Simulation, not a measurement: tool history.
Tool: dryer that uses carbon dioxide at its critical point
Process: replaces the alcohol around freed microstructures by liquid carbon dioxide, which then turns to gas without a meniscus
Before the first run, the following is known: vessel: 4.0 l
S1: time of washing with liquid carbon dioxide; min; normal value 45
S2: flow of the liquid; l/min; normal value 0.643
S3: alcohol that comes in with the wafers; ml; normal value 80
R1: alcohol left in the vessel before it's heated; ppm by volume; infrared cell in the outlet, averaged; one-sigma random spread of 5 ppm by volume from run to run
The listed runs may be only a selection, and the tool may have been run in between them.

run,hour,S1,S2,S3,R1
1,0.0,45,0.643,80,72
2,6.4,45,0.643,80,77
3,14.1,41,0.643,80,105
4,25.5,41,0.571,80,141
5,34.2,45,0.643,80,78
6,39.8,45,0.643,80,85
7,49.8,45,0.643,80,88
8,54.8,45,0.643,80,82
9,61.1,45,0.643,80,78
10,68.5,45,0.643,80,99
11,78.4,45,0.643,80,85
12,84.7,45,0.643,80,81
13,92.6,45,0.643,80,89
14,101.5,45,0.643,80,87
15,106.5,45,0.643,80,95
16,112.1,45,0.643,72,92
17,121.2,33,0.643,80,199
18,128.2,45,0.643,44,87
19,140.2,45,0.643,44,90
20,145.3,45,0.643,44,88
21,155.3,45,0.643,80,92
22,163.3,45,0.643,80,88
23,171.7,45,0.643,80,97
24,183.6,36,0.910,40,88
25,190.4,36,0.910,46,78
26,199.9,68,0.809,46,87
27,207.6,34,0.428,23,273
28,217.7,34,0.428,23,284
29,228.6,34,0.428,23,292
30,235.8,34,0.428,23,292
31,247.8,34,0.879,23,96
32,256.5,34,0.522,29,206
33,266.9,55,0.651,31,89
34,273.6,36,0.651,101,209
35,285.1,36,0.670,43,129
36,291.1,36,0.670,43,139
37,299.8,36,0.670,43,135
38,312.0,38,0.670,43,128
39,320.0,34,0.565,24,167
40,331.1,45,0.635,28,99
41,338.1,45,0.483,27,154
42,346.6,30,0.643,54,263
43,356.0,45,0.643,48,121
44,363.9,62,0.674,48,105
45,369.5,37,0.906,106,122

For some of the steps in R1 from one run to the next: how much would appear even if the tool had no hidden state, given the settings, what came in and random variation, and how much remains for the hidden state plus any gauge scatter that the measured result and the result without hidden state don't share?
Hidden state at play: flow that reaches the vessel past the clogged filter, %; alcohol in the recycled carbon dioxide, ppm; drift of the gauge itself on alcohol_ppm, %.
Run 26 -> 27: S1 68 -> 34, S2 0.809 -> 0.428, S3 46 -> 23. R1 +186 ppm by volume: hidden state +20, all else +166.
Run 30 -> 31: S2 0.428 -> 0.879. R1 -196 ppm by volume: hidden state -21, all else -175.
Run 33 -> 34: S1 55 -> 36, S3 31 -> 101. R1 +120 ppm by volume: hidden state +23, all else +97.
Run 41 -> 42: S1 45 -> 30, S2 0.483 -> 0.643, S3 27 -> 54. R1 +109 ppm by volume: hidden state +26, all else +83.
Run 42 -> 43: S1 30 -> 45, S3 54 -> 48. R1 -142 ppm by volume: hidden state -26, all else -116.
